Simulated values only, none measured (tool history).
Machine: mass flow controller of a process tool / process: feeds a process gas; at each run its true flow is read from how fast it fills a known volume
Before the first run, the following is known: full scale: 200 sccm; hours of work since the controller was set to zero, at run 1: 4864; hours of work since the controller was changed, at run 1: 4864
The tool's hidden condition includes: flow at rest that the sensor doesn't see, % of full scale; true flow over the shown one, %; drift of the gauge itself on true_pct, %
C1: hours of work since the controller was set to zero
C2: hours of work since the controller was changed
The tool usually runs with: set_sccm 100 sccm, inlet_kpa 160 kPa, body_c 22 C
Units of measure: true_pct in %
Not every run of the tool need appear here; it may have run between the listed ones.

run 1 hour=0 | set_sccm=100 inlet_kpa=160 body_c=22 | C1=4864 C2=4864 | true_pct=103.08
run 2 hour=229.9 | set_sccm=100 inlet_kpa=160 body_c=22 | C1=5045 C2=5045 | true_pct=103.15
run 3 hour=355.6 | set_sccm=100 inlet_kpa=160 body_c=22 | C1=5144 C2=5144 | true_pct=103.22
run 4 hour=605.6 | set_sccm=100 inlet_kpa=160 body_c=22 | C1=5340 C2=5340 | true_pct=103.43
run 5 hour=831.7 | set_sccm=100 inlet_kpa=160 body_c=22 | C1=5518 C2=5518 | true_pct=103.54
run 6 hour=1059.1 | set_sccm=100 inlet_kpa=160 body_c=22 | C1=5697 C2=5697 | true_pct=103.66
run 7 hour=1283.6 | set_sccm=100 inlet_kpa=160 body_c=22 | C1=5874 C2=5874 | true_pct=103.92
run 8 hour=1452.1 | set_sccm=100 inlet_kpa=160 body_c=22 | C1=6006 C2=6006 | true_pct=103.96
run 9 hour=1649.5 | set_sccm=100 inlet_kpa=160 body_c=30 | C1=6161 C2=6161 | true_pct=103.59
run 10 hour=1764.7 | set_sccm=100 inlet_kpa=160 body_c=22 | C1=6252 C2=6252 | true_pct=104.09
run 11 hour=1926.8 | set_sccm=100 inlet_kpa=160 body_c=22 | C1=6380 C2=6380 | true_pct=104.12
run 12 hour=2038.5 | set_sccm=100 inlet_kpa=160 body_c=22 | C1=6467 C2=6467 | true_pct=104.15
run 13 hour=2268.1 | set_sccm=100 inlet_kpa=160 body_c=22 | C1=6648 C2=6648 | true_pct=104.41
run 14 hour=2410.2 | set_sccm=100 inlet_kpa=160 body_c=37 | C1=6760 C2=6760 | true_pct=103.65
run 15 hour=2526.6 | set_sccm=100 inlet_kpa=166 body_c=22 | C1=6851 C2=6851 | true_pct=104.63
run 16 hour=2725.7 | set_sccm=100 inlet_kpa=166 body_c=22 | C1=7008 C2=7008 | true_pct=104.73
run 17 hour=2936.6 | set_sccm=100 inlet_kpa=160 body_c=39 | C1=7174 C2=7174 | true_pct=104.01
run 18 hour=3150.7 | set_sccm=100 inlet_kpa=160 body_c=22 | C1=7342 C2=7342 | true_pct=104.96
run 19 hour=3351.9 | set_sccm=100 inlet_kpa=160 body_c=22 | C1=7500 C2=7500 | true_pct=105.14
run 20 hour=3568.9 | set_sccm=100 inlet_kpa=160 body_c=22 | C1=7671 C2=7671 | true_pct=105.23
run 21 hour=3709.2 | set_sccm=100 inlet_kpa=160 body_c=22 | C1=7782 C2=7782 | true_pct=105.26
run 22 hour=3897.6 | set_sccm=100 inlet_kpa=160 body_c=22 | C1=7930 C2=7930 | true_pct=105.44
run 23 hour=4089.3 | set_sccm=100 inlet_kpa=160 body_c=22 | C1=8081 C2=8081 | true_pct=105.55
run 24 hour=4285.4 | set_sccm=100 inlet_kpa=160 body_c=22 | C1=8235 C2=8235 | true_pct=105.77
-- hour=4367.9 controller exchanged for a calibrated one
run 25 hour=4522.7 | set_sccm=20 inlet_kpa=150 body_c=38 | C1=122 C2=122 | true_pct=98.14
run 26 hour=4730.5 | set_sccm=100 inlet_kpa=160 body_c=26 | C1=285 C2=285 | true_pct=99.21
run 27 hour=4849.1 | set_sccm=100 inlet_kpa=152 body_c=25 | C1=378 C2=378 | true_pct=99.42
run 28 hour=4949.4 | set_sccm=100 inlet_kpa=152 body_c=25 | C1=457 C2=457 | true_pct=99.49
run 29 hour=5113.1 | set_sccm=21 inlet_kpa=160 body_c=27 | C1=586 C2=586 | true_pct=99.53
run 30 hour=5283.2 | set_sccm=21 inlet_kpa=160 body_c=27 | C1=720 C2=720 | true_pct=99.8
run 31 hour=5448.7 | set_sccm=50 inlet_kpa=155 body_c=20 | C1=850 C2=850 | true_pct=99.89
run 32 hour=5681.3 | set_sccm=100 inlet_kpa=201 body_c=30 | C1=1033 C2=1033 | true_pct=99.8
run 33 hour=5784.4 | set_sccm=108 inlet_kpa=160 body_c=38 | C1=1114 C2=1114 | true_pct=99.38
run 34 hour=6025.9 | set_sccm=132 inlet_kpa=140 body_c=39 | C1=1304 C2=1304 | true_pct=99.56
run 35 hour=6185.3 | set_sccm=132 inlet_kpa=140 body_c=39 | C1=1430 C2=1430 | true_pct=99.61
run 36 hour=6399.3 | set_sccm=100 inlet_kpa=208 body_c=34 | C1=1598 C2=1598 | true_pct=100.05
run 37 hour=6574.6 | set_sccm=36 inlet_kpa=256 body_c=22 | C1=1736 C2=1736 | true_pct=101.16
run 38 hour=6732.6 | set_sccm=36 inlet_kpa=256 body_c=22 | C1=1860 C2=1860 | true_pct=101.26
run 39 hour=6867.6 | set_sccm=36 inlet_kpa=256 body_c=22 | C1=1966 C2=1966 | true_pct=101.58
run 40 hour=6999.7 | set_sccm=100 inlet_kpa=160 body_c=30 | C1=2070 C2=2070 | true_pct=100.35
run 41 hour=7137.5 | set_sccm=74 inlet_kpa=210 body_c=21 | C1=2179 C2=2179 | true_pct=101.28
run 42 hour=7356.2 | set_sccm=74 inlet_kpa=270 body_c=21 | C1=2351 C2=2351 | true_pct=101.61
run 43 hour=7485.2 | set_sccm=20 inlet_kpa=191 body_c=21 | C1=2452 C2=2452 | true_pct=103.11
run 44 hour=7686.9 | set_sccm=72 inlet_kpa=191 body_c=21 | C1=2611 C2=2611 | true_pct=101.59
run 45 hour=7869.4 | set_sccm=41 inlet_kpa=160 body_c=22 | C1=2754 C2=2754 | true_pct=101.97

Forecast run 46:
run 46 hour=8030.8 | set_sccm=100 inlet_kpa=229 body_c=38 | C1=2881 C2=2881 | true_pct=?

{"run 46": {"true_pct": 100.9}}
Were there no unlogged condition in the tool, this run, its random variation unchanged, would have produced true_pct 98.6 %.
